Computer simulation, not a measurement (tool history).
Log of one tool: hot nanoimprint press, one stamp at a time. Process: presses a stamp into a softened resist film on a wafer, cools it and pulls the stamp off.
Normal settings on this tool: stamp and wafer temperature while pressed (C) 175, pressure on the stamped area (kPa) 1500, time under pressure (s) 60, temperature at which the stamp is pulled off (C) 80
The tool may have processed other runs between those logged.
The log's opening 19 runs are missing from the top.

run	hour	stamp and wafer temperature while pressed (C)	pressure on the stamped area (kPa)	time under pressure (s)	temperature at which the stamp is pulled off (C)	resist left under the stamp's widest pad (angstrom)	greatest force while the stamp is pulled off (N)
20	502.6	175	1140	82	67	1342	314
21	522.8	183	1100	97	82	933	276
22	542.2	183	1440	97	85	799	279
23	568.2	165	1440	97	85	1686	289
24	584.5	184	1360	107	83	768	305
25	610.5	183	1500	75	80	857	305
26	636.6	183	1500	75	80	842	323
27	655.1	174	2120	60	80	1092	343
28	683.2	174	2120	53	74	1140	356
29	705.8	173	1310	55	77	1495	355
30	728.6	173	1310	55	77	1491	371

Alternative continuations, all from the tool just after run 30; predict every row:
A	764.6	173	1580	55	76	?	?
B	764.6	175	2340	113	77	?	?
C	764.6	169	1680	55	74	?	?
D	764.6	178	1310	55	77	?	?

run	resist left under the stamp's widest pad (angstrom)	greatest force while the stamp is pulled off (N)
A	1361	380
B	779	373
C	1534	394
D	1223	386
Without the tool's unlogged condition, the same runs would have read:
run	resist left under the stamp's widest pad (angstrom)	greatest force while the stamp is pulled off (N)
A	1423	213
B	816	209
C	1602	222
D	1279	215

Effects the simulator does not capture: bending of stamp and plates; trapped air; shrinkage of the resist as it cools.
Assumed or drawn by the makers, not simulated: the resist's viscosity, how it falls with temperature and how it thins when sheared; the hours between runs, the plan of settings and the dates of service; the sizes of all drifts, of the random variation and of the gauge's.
